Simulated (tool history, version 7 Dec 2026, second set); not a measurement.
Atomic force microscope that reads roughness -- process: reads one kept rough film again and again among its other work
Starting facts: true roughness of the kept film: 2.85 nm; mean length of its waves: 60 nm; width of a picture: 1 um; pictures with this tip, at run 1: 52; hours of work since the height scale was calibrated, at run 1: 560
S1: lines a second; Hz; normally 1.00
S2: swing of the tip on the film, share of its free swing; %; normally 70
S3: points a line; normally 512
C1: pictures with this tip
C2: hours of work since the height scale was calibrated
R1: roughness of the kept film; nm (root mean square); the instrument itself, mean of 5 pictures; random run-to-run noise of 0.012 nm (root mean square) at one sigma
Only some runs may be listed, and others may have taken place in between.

{"run": 1, "hour": 0.0, "S1": 1.0, "S2": 70, "S3": 512, "C1": 52, "C2": 560, "R1": 2.665}
{"run": 2, "hour": 16.0, "S1": 3.54, "S2": 70, "S3": 512, "C1": 83, "C2": 569, "R1": 2.374}
{"hour": 32.0, "done": "new tip fitted"}
{"run": 3, "hour": 34.1, "S1": 2.85, "S2": 70, "S3": 512, "C1": 4, "C2": 579, "R1": 2.542}
{"run": 4, "hour": 57.7, "S1": 2.85, "S2": 70, "S3": 512, "C1": 48, "C2": 593, "R1": 2.492}
{"run": 5, "hour": 72.6, "S1": 2.85, "S2": 70, "S3": 512, "C1": 77, "C2": 601, "R1": 2.452}
{"run": 6, "hour": 85.8, "S1": 1.0, "S2": 62, "S3": 512, "C1": 102, "C2": 609, "R1": 2.632}
{"hour": 92.0, "done": "new tip fitted"}
{"run": 7, "hour": 100.7, "S1": 1.0, "S2": 62, "S3": 512, "C1": 17, "C2": 617, "R1": 2.734}
{"run": 8, "hour": 118.4, "S1": 1.0, "S2": 62, "S3": 512, "C1": 50, "C2": 628, "R1": 2.684}
{"run": 9, "hour": 145.4, "S1": 2.1, "S2": 86, "S3": 897, "C1": 101, "C2": 643, "R1": 2.294}
{"hour": 152.4, "done": "new tip fitted"}
{"run": 10, "hour": 157.6, "S1": 1.0, "S2": 82, "S3": 459, "C1": 10, "C2": 650, "R1": 2.605}
{"run": 11, "hour": 178.8, "S1": 2.78, "S2": 66, "S3": 839, "C1": 50, "C2": 662, "R1": 2.547}
{"run": 12, "hour": 190.6, "S1": 2.78, "S2": 66, "S3": 839, "C1": 73, "C2": 669, "R1": 2.508}
{"run": 13, "hour": 207.2, "S1": 1.0, "S2": 70, "S3": 512, "C1": 104, "C2": 679, "R1": 2.593}
{"hour": 210.9, "done": "new tip fitted"}
{"run": 14, "hour": 232.5, "S1": 1.49, "S2": 69, "S3": 909, "C1": 41, "C2": 693, "R1": 2.636}
{"run": 15, "hour": 258.9, "S1": 0.7, "S2": 85, "S3": 909, "C1": 91, "C2": 708, "R1": 2.566}

Alternative continuations, all from the tool just after run 15; predict every row:
{"hour": 271.0, "done": "new tip fitted"}
{"run": "A", "hour": 284.8, "S1": 0.7, "S2": 79, "S3": 406, "C1": 26, "C2": 723, "R1": "?"}
{"hour": 271.0, "done": "new tip fitted"}
{"run": "B", "hour": 284.8, "S1": 0.93, "S2": 85, "S3": 909, "C1": 26, "C2": 723, "R1": "?"}
{"hour": 271.0, "done": "new tip fitted"}
{"run": "C", "hour": 284.8, "S1": 1.96, "S2": 70, "S3": 512, "C1": 26, "C2": 723, "R1": "?"}

run=A R1=2.684
run=B R1=2.592
run=C R1=2.591
What these runs would have given with no unlogged condition in the tool:
run=A R1=2.699
run=B R1=2.607
run=C R1=2.605

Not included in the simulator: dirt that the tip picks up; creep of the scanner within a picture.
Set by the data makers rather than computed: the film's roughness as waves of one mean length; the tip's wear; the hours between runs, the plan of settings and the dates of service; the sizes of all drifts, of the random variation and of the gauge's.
